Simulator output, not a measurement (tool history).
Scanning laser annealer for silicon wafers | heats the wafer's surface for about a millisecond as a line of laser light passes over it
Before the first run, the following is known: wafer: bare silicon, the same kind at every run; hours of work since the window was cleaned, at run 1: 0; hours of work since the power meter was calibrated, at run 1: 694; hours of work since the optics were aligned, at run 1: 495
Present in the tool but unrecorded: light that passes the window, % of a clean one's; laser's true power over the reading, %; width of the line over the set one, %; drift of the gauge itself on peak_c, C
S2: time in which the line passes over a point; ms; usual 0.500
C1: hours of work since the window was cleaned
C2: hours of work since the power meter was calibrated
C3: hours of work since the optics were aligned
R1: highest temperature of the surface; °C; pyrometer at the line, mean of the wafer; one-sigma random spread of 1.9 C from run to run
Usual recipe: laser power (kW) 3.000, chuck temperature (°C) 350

run 1 hour=0.0 | laser_power_(kW)=3.000 S2=0.500 chuck_temperature_(°C)=350 | C1=0 C2=694 C3=495 | R1=1166
run 2 hour=69.0 | laser_power_(kW)=3.000 S2=0.376 chuck_temperature_(°C)=350 | C1=53 C2=748 C3=548 | R1=1045
run 3 hour=120.5 | laser_power_(kW)=3.000 S2=0.440 chuck_temperature_(°C)=350 | C1=93 C2=787 C3=588 | R1=1105
run 4 hour=173.0 | laser_power_(kW)=3.000 S2=0.500 chuck_temperature_(°C)=350 | C1=134 C2=828 C3=628 | R1=1155
run 5 hour=228.0 | laser_power_(kW)=3.000 S2=0.500 chuck_temperature_(°C)=350 | C1=176 C2=870 C3=671 | R1=1149
run 6 hour=270.6 | laser_power_(kW)=3.000 S2=0.500 chuck_temperature_(°C)=350 | C1=209 C2=903 C3=703 | R1=1147
run 7 hour=320.1 | laser_power_(kW)=3.000 S2=0.510 chuck_temperature_(°C)=350 | C1=247 C2=942 C3=742 | R1=1151
run 8 hour=375.7 | laser_power_(kW)=3.000 S2=0.500 chuck_temperature_(°C)=350 | C1=290 C2=984 C3=785 | R1=1141
run 9 hour=428.2 | laser_power_(kW)=2.645 S2=0.500 chuck_temperature_(°C)=350 | C1=331 C2=1025 C3=825 | R1=1040
run 10 hour=485.8 | laser_power_(kW)=2.645 S2=0.500 chuck_temperature_(°C)=350 | C1=375 C2=1069 C3=870 | R1=1033
run 11 hour=550.5 | laser_power_(kW)=2.645 S2=0.500 chuck_temperature_(°C)=350 | C1=425 C2=1119 C3=919 | R1=1034
run 12 hour=616.8 | laser_power_(kW)=3.262 S2=0.500 chuck_temperature_(°C)=381 | C1=476 C2=1171 C3=971 | R1=1225
-- hour=633.4 window over the wafer cleaned
run 13 hour=686.4 | laser_power_(kW)=3.159 S2=0.418 chuck_temperature_(°C)=341 | C1=41 C2=1223 C3=1023 | R1=1115
run 14 hour=714.5 | laser_power_(kW)=3.230 S2=0.496 chuck_temperature_(°C)=312 | C1=63 C2=1244 C3=1045 | R1=1178
run 15 hour=763.1 | laser_power_(kW)=2.640 S2=0.588 chuck_temperature_(°C)=360 | C1=100 C2=1282 C3=1082 | R1=1126
run 16 hour=826.8 | laser_power_(kW)=3.000 S2=0.500 chuck_temperature_(°C)=325 | C1=149 C2=1331 C3=1131 | R1=1124
run 17 hour=855.2 | laser_power_(kW)=3.000 S2=0.500 chuck_temperature_(°C)=325 | C1=171 C2=1353 C3=1153 | R1=1122
run 18 hour=906.0 | laser_power_(kW)=3.000 S2=0.500 chuck_temperature_(°C)=325 | C1=210 C2=1392 C3=1192 | R1=1118
run 19 hour=936.8 | laser_power_(kW)=2.999 S2=0.500 chuck_temperature_(°C)=353 | C1=234 C2=1416 C3=1216 | R1=1143
run 20 hour=997.9 | laser_power_(kW)=3.000 S2=0.600 chuck_temperature_(°C)=366 | C1=281 C2=1463 C3=1263 | R1=1234

Forecast each of these 3 alternatives for the next run:
run A hour=1047.6 | laser_power_(kW)=2.730 S2=0.500 chuck_temperature_(°C)=350 | C1=320 C2=1502 C3=1302 | R1=?
run B hour=1047.6 | laser_power_(kW)=3.000 S2=0.500 chuck_temperature_(°C)=349 | C1=320 C2=1502 C3=1302 | R1=?
run C hour=1047.6 | laser_power_(kW)=3.137 S2=0.395 chuck_temperature_(°C)=346 | C1=320 C2=1502 C3=1302 | R1=?

run=A R1=1058
run=B R1=1130
run=C R1=1067
The same runs, with their run-to-run variation unchanged, on a tool lacking any hidden condition would have given:
run=A R1=1100
run=B R1=1176
run=C R1=1110
